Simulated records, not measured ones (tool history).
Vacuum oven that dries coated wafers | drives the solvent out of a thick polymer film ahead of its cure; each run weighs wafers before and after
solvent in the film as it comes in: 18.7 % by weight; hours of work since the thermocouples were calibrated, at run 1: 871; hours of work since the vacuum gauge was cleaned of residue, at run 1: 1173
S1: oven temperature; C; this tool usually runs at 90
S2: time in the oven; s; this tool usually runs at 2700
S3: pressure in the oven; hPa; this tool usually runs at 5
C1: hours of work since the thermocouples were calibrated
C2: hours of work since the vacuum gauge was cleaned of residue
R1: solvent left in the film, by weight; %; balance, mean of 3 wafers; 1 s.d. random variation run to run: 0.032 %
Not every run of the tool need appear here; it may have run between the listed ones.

run 1 hour=0 | S1=90 S2=2700 S3=5 | C1=871 C2=1173 | R1=3.17
run 2 hour=49.4 | S1=90 S2=2700 S3=5 | C1=898 C2=1200 | R1=3.19
run 3 hour=84.2 | S1=90 S2=2700 S3=5 | C1=918 C2=1219 | R1=3.17
run 4 hour=143.1 | S1=90 S2=2700 S3=5 | C1=950 C2=1252 | R1=3.13
run 5 hour=176.7 | S1=95 S2=2700 S3=5 | C1=969 C2=1271 | R1=2.25
run 6 hour=227 | S1=90 S2=2700 S3=5 | C1=997 C2=1299 | R1=3.17
run 7 hour=269.4 | S1=90 S2=2700 S3=5 | C1=1020 C2=1322 | R1=3.22
run 8 hour=317.2 | S1=79 S2=2700 S3=5 | C1=1047 C2=1349 | R1=5.74
run 9 hour=342.9 | S1=103 S2=2700 S3=5 | C1=1061 C2=1363 | R1=1.16
run 10 hour=373.4 | S1=103 S2=2700 S3=5 | C1=1078 C2=1380 | R1=1.18
run 11 hour=408.3 | S1=103 S2=2700 S3=5 | C1=1098 C2=1399 | R1=1.11
run 12 hour=443.3 | S1=103 S2=2700 S3=5 | C1=1117 C2=1419 | R1=1.16
run 13 hour=467.5 | S1=92 S2=2700 S3=5 | C1=1130 C2=1432 | R1=2.76
-- hour=519.8 oven's thermocouples calibrated
run 14 hour=523.2 | S1=90 S2=2700 S3=5 | C1=2 C2=1462 | R1=3.35
run 15 hour=568.2 | S1=90 S2=2700 S3=5 | C1=27 C2=1487 | R1=3.29
run 16 hour=597.9 | S1=90 S2=2700 S3=8.56 | C1=43 C2=1504 | R1=3.42
run 17 hour=658 | S1=90 S2=2700 S3=8.56 | C1=77 C2=1537 | R1=3.4
run 18 hour=711.9 | S1=79 S2=2700 S3=9.17 | C1=107 C2=1567 | R1=6.17
run 19 hour=740.3 | S1=90 S2=2700 S3=4.28 | C1=123 C2=1583 | R1=3.41
run 20 hour=788.9 | S1=86 S2=3780 S3=7.2 | C1=150 C2=1610 | R1=2.68
-- hour=808.6 oven's thermocouples calibrated, once more
run 21 hour=820.7 | S1=86 S2=3780 S3=7.2 | C1=7 C2=1626 | R1=2.5
run 22 hour=844.9 | S1=86 S2=3780 S3=7.2 | C1=20 C2=1640 | R1=2.48
run 23 hour=881 | S1=104 S2=2700 S3=5.24 | C1=40 C2=1660 | R1=1
run 24 hour=917.9 | S1=81 S2=1860 S3=3.79 | C1=61 C2=1680 | R1=7.17
run 25 hour=957.8 | S1=76 S2=1740 S3=13.2 | C1=83 C2=1702 | R1=8.91
run 26 hour=991.9 | S1=76 S2=1800 S3=5.42 | C1=102 C2=1721 | R1=8.51
run 27 hour=1029.6 | S1=90 S2=2220 S3=3.88 | C1=123 C2=1742 | R1=4.02
run 28 hour=1084.5 | S1=76 S2=2700 S3=5 | C1=153 C2=1773 | R1=6.56
run 29 hour=1111.4 | S1=76 S2=2220 S3=18.02 | C1=168 C2=1788 | R1=7.94
run 30 hour=1156.6 | S1=98 S2=2100 S3=5 | C1=193 C2=1813 | R1=2.75
run 31 hour=1184.8 | S1=97 S2=2280 S3=5 | C1=209 C2=1829 | R1=2.54
run 32 hour=1220.1 | S1=96 S2=2700 S3=12.78 | C1=229 C2=1848 | R1=2.21
run 33 hour=1269.2 | S1=96 S2=2700 S3=12.78 | C1=256 C2=1875 | R1=2.25

Per-run results on a tool with no hidden state, each run keeping its own random variation:
Unlogged tool condition in this case: true wafer temperature over the reading, C; true pressure over the reading, kPa; drift of the gauge itself on solvent_pct, %.
run=1 R1=2.95
run=2 R1=2.96
run=3 R1=2.94
run=4 R1=2.89
run=5 R1=2.04
run=6 R1=2.92
run=7 R1=2.96
run=8 R1=5.4
run=9 R1=1
run=10 R1=1.02
run=11 R1=0.95
run=12 R1=0.99
run=13 R1=2.49
run=14 R1=2.94
run=15 R1=2.88
run=16 R1=3
run=17 R1=2.97
run=18 R1=5.62
run=19 R1=2.97
run=20 R1=2.23
run=21 R1=2.31
run=22 R1=2.3
run=23 R1=0.9
run=24 R1=6.98
run=25 R1=8.71
run=26 R1=8.3
run=27 R1=3.83
run=28 R1=6.29
run=29 R1=7.68
run=30 R1=2.58
run=31 R1=2.36
run=32 R1=2.03
run=33 R1=2.07
